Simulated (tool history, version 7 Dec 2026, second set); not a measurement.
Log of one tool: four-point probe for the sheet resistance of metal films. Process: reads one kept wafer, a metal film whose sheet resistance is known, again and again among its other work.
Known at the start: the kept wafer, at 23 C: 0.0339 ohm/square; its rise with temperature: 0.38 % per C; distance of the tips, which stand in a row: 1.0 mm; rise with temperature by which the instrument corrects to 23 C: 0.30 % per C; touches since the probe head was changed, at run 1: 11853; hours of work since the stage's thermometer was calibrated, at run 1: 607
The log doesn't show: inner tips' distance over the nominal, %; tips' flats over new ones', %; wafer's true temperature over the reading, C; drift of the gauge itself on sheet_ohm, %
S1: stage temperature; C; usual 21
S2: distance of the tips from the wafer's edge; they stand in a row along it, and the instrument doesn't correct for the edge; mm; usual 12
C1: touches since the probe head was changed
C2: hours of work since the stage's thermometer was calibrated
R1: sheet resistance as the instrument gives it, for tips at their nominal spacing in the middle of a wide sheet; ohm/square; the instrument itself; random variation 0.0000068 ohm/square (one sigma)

run,hour,S1,S2,C1,C2,R1
1,0.0,21,12,11853,607,0.033975
2,40.7,20,12,12430,629,0.033958
3,79.6,23,12,12981,651,0.034019
4,103.8,23,12,13324,664,0.034024
5,147.3,21,12,13939,688,0.033972
6,190.7,21,12,14555,712,0.033969
7,224.5,21,12,15034,731,0.033973
8,252.8,21,9,15434,746,0.034067
9,281.8,21,9,15845,762,0.034073
10,313.8,21,9,16298,780,0.034085
11,345.3,21,9,16744,797,0.034075
12,373.4,20,17,17143,813,0.033885
13,402.2,20,6,17552,828,0.034327
14,444.4,35,12,18149,852,0.034318
15,474.9,28,38,18581,868,0.034027
16,510.8,21,71,19090,888,0.033853
17,548.3,21,71,19620,909,0.033852
18,569.5,29,5,19921,920,0.034773
19,604.4,19,42,20415,940,0.033806
20,653.0,31,4,21104,966,0.035207
21,682.7,21,7,21525,983,0.034218

Forecast each of these 5 alternatives for the next run:
A,704.2,27,12,21830,995,?
B,704.2,21,16,21830,995,?
C,704.2,21,12,21830,995,?
D,704.2,19,8,21830,995,?
E,704.2,30,7,21830,995,?

run,R1
A,0.034133
B,0.033926
C,0.033967
D,0.034089
E,0.034436
Without the tool's hidden state the same runs would have given:
run,R1
A,0.034134
B,0.033927
C,0.033968
D,0.034090
E,0.034437

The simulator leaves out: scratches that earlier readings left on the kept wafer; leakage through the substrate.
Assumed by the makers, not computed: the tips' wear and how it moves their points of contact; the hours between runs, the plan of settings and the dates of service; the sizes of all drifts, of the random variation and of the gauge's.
